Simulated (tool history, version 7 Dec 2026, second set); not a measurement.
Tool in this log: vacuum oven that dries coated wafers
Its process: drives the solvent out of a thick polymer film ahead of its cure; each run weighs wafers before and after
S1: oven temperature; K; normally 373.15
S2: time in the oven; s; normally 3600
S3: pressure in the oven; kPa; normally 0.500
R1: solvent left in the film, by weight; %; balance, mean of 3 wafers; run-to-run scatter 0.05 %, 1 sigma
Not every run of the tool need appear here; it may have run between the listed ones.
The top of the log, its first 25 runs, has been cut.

| run | hour | S1 | S2 | S3 | R1 |
|---|---|---|---|---|---|
| 26 | 1439.4 | 370.15 | 2220 | 0.500 | 4.43 |
| 27 | 1489.2 | 364.15 | 3600 | 0.500 | 3.35 |
| 28 | 1558.8 | 365.15 | 3600 | 0.320 | 3.10 |
| 29 | 1629.0 | 365.15 | 3600 | 0.320 | 3.10 |
| 30 | 1668.5 | 365.15 | 3600 | 0.320 | 3.15 |
| 31 | 1709.5 | 380.15 | 3600 | 1.048 | 1.44 |
| 32 | 1773.2 | 365.15 | 1800 | 1.048 | 6.62 |
| 33 | 1816.1 | 373.15 | 2220 | 0.500 | 3.85 |
| 34 | 1867.4 | 373.15 | 6360 | 0.266 | 0.55 |
| 35 | 1926.8 | 374.15 | 6240 | 0.788 | 0.77 |
| 36 | 1969.1 | 374.15 | 6240 | 0.788 | 0.74 |
| 37 | 2045.7 | 374.15 | 6240 | 0.788 | 0.82 |
| 38 | 2080.3 | 375.15 | 6060 | 0.500 | 0.63 |
| 39 | 2125.1 | 373.15 | 6060 | 0.505 | 0.74 |
| 40 | 2170.0 | 366.15 | 3960 | 0.557 | 2.69 |
| 41 | 2212.0 | 366.15 | 3960 | 0.304 | 2.53 |
| 42 | 2261.1 | 366.15 | 3960 | 0.304 | 2.54 |
|  | 2289.2 | vacuum gauge cleaned of residue and calibrated |
| 43 | 2314.0 | 366.15 | 3960 | 0.304 | 2.56 |
| 44 | 2391.9 | 366.15 | 3960 | 0.304 | 2.42 |
| 45 | 2462.5 | 369.15 | 3900 | 0.945 | 2.47 |
|  | 2476.1 | oven's thermocouples calibrated |
| 46 | 2517.1 | 364.15 | 4320 | 0.330 | 2.49 |
| 47 | 2581.2 | 370.15 | 1920 | 0.514 | 5.10 |

Here are 4 independent what-if runs from the current tool condition. What would each one return?
| A | 2651.1 | 370.15 | 3420 | 0.514 | ? |
| B | 2651.1 | 373.15 | 5580 | 0.404 | ? |
| C | 2651.1 | 373.15 | 2220 | 0.500 | ? |
| D | 2651.1 | 365.15 | 1800 | 1.015 | ? |

| run | R1 |
|---|---|
| A | 2.59 |
| B | 0.77 |
| C | 3.77 |
| D | 6.50 |
Without the tool's hidden state the same runs would have given:
| run | R1 |
|---|---|
| A | 2.59 |
| B | 0.77 |
| C | 3.77 |
| D | 6.50 |
